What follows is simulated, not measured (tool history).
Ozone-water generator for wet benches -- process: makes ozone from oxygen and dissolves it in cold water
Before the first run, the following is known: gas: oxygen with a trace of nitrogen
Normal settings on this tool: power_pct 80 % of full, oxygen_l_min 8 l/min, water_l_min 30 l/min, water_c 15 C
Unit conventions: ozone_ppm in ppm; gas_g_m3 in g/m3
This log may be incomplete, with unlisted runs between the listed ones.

run 1 day=0 | power_pct=80 oxygen_l_min=8 water_l_min=30 water_c=15 | ozone_ppm=20.5 gas_g_m3=188.8
run 2 day=4.517 | power_pct=80 oxygen_l_min=12.92 water_l_min=30 water_c=15 | ozone_ppm=20.7 gas_g_m3=150
run 3 day=9.029 | power_pct=80 oxygen_l_min=8 water_l_min=30 water_c=15 | ozone_ppm=20.3 gas_g_m3=187.6
run 4 day=13.675 | power_pct=80 oxygen_l_min=8 water_l_min=30 water_c=15 | ozone_ppm=20.6 gas_g_m3=186.1
run 5 day=19.662 | power_pct=80 oxygen_l_min=8 water_l_min=30 water_c=12 | ozone_ppm=21.1 gas_g_m3=181.8
run 6 day=23.496 | power_pct=80 oxygen_l_min=8 water_l_min=30 water_c=12 | ozone_ppm=21 gas_g_m3=184.2
run 7 day=26.967 | power_pct=80 oxygen_l_min=8 water_l_min=30 water_c=15 | ozone_ppm=19.9 gas_g_m3=182.8
run 8 day=34.129 | power_pct=80 oxygen_l_min=8 water_l_min=30 water_c=15 | ozone_ppm=19.9 gas_g_m3=182.4
run 9 day=39.542 | power_pct=80 oxygen_l_min=8 water_l_min=30 water_c=15 | ozone_ppm=19.9 gas_g_m3=184.6
run 10 day=43.296 | power_pct=80 oxygen_l_min=8 water_l_min=30 water_c=15 | ozone_ppm=19.6 gas_g_m3=182.6
run 11 day=47.529 | power_pct=80 oxygen_l_min=8 water_l_min=30 water_c=15 | ozone_ppm=19.6 gas_g_m3=183
run 12 day=53.633 | power_pct=80 oxygen_l_min=8 water_l_min=30 water_c=15 | ozone_ppm=19.4 gas_g_m3=180.8
run 13 day=60.117 | power_pct=80 oxygen_l_min=8 water_l_min=30 water_c=15 | ozone_ppm=19.6 gas_g_m3=178.9
run 14 day=63.162 | power_pct=80 oxygen_l_min=4.63 water_l_min=30 water_c=15 | ozone_ppm=17.6 gas_g_m3=230.8
run 15 day=69.458 | power_pct=80 oxygen_l_min=8 water_l_min=30 water_c=15 | ozone_ppm=18.9 gas_g_m3=176.2
run 16 day=75.654 | power_pct=80 oxygen_l_min=8 water_l_min=30 water_c=15 | ozone_ppm=19.2 gas_g_m3=177.2
run 17 day=82.604 | power_pct=77 oxygen_l_min=6.23 water_l_min=24 water_c=15 | ozone_ppm=21.2 gas_g_m3=195.5
run 18 day=88.754 | power_pct=41 oxygen_l_min=6.49 water_l_min=21 water_c=15 | ozone_ppm=15 gas_g_m3=122.5
run 19 day=91.762 | power_pct=59 oxygen_l_min=6.49 water_l_min=28 water_c=15 | ozone_ppm=15.7 gas_g_m3=158.7
run 20 day=97.508 | power_pct=59 oxygen_l_min=4 water_l_min=31 water_c=15 | ozone_ppm=13.2 gas_g_m3=195.1
run 21 day=102.567 | power_pct=59 oxygen_l_min=4 water_l_min=31 water_c=15 | ozone_ppm=12.9 gas_g_m3=194.9
run 22 day=106.967 | power_pct=59 oxygen_l_min=4 water_l_min=31 water_c=15 | ozone_ppm=12.9 gas_g_m3=197
run 23 day=113.125 | power_pct=59 oxygen_l_min=4 water_l_min=31 water_c=15 | ozone_ppm=12.6 gas_g_m3=195.5
run 24 day=120.333 | power_pct=91 oxygen_l_min=4.75 water_l_min=19 water_c=17 | ozone_ppm=25.6 gas_g_m3=240.7
run 25 day=126.562 | power_pct=48 oxygen_l_min=8 water_l_min=30 water_c=15 | ozone_ppm=13 gas_g_m3=121.7
run 26 day=132.808 | power_pct=80 oxygen_l_min=7 water_l_min=30 water_c=10 | ozone_ppm=19.1 gas_g_m3=182
run 27 day=140.112 | power_pct=80 oxygen_l_min=7 water_l_min=30 water_c=10 | ozone_ppm=18.9 gas_g_m3=181.5
run 28 day=145.192 | power_pct=80 oxygen_l_min=7 water_l_min=30 water_c=10 | ozone_ppm=18.9 gas_g_m3=178.9
run 29 day=149.754 | power_pct=80 oxygen_l_min=8 water_l_min=22 water_c=15 | ozone_ppm=21.9 gas_g_m3=168.1
run 30 day=156.167 | power_pct=80 oxygen_l_min=8 water_l_min=22 water_c=15 | ozone_ppm=21.8 gas_g_m3=169.1
run 31 day=161.662 | power_pct=80 oxygen_l_min=8 water_l_min=22 water_c=15 | ozone_ppm=22 gas_g_m3=167.8
run 32 day=165.158 | power_pct=97 oxygen_l_min=5.46 water_l_min=26 water_c=18 | ozone_ppm=20.2 gas_g_m3=226.5

Missing from the log above: 2 entries noted between runs. For each, name the pair of listed runs it sits between and say how the tool's hidden condition differs from the listed run just before to the listed run just after:
Between runs 16 and 17: water thermometer calibrated (day 76.238)
  yield of the discharge, % of new electrodes': 89.1 -> 88.7; contactor's efficiency, % of a clean one's: 92.7 -> 92.4; true water temperature over the reading, C: 0.25 -> 0.36
  the result without the hidden state subtracted from the measured one, ozone_ppm: -3.5 -> -4 ppm; gas_g_m3: -24 -> -26.8 g/m3
Between runs 23 and 24: water thermometer calibrated, once more (day 119.796)
  yield of the discharge, % of new electrodes': 86.9 -> 86.5; contactor's efficiency, % of a clean one's: 91 -> 90.6; true water temperature over the reading, C: 0.39 -> 0.01
  the result without the hidden state subtracted from the measured one, ozone_ppm: -2.4 -> -6.1 ppm; gas_g_m3: -25.4 -> -45.2 g/m3
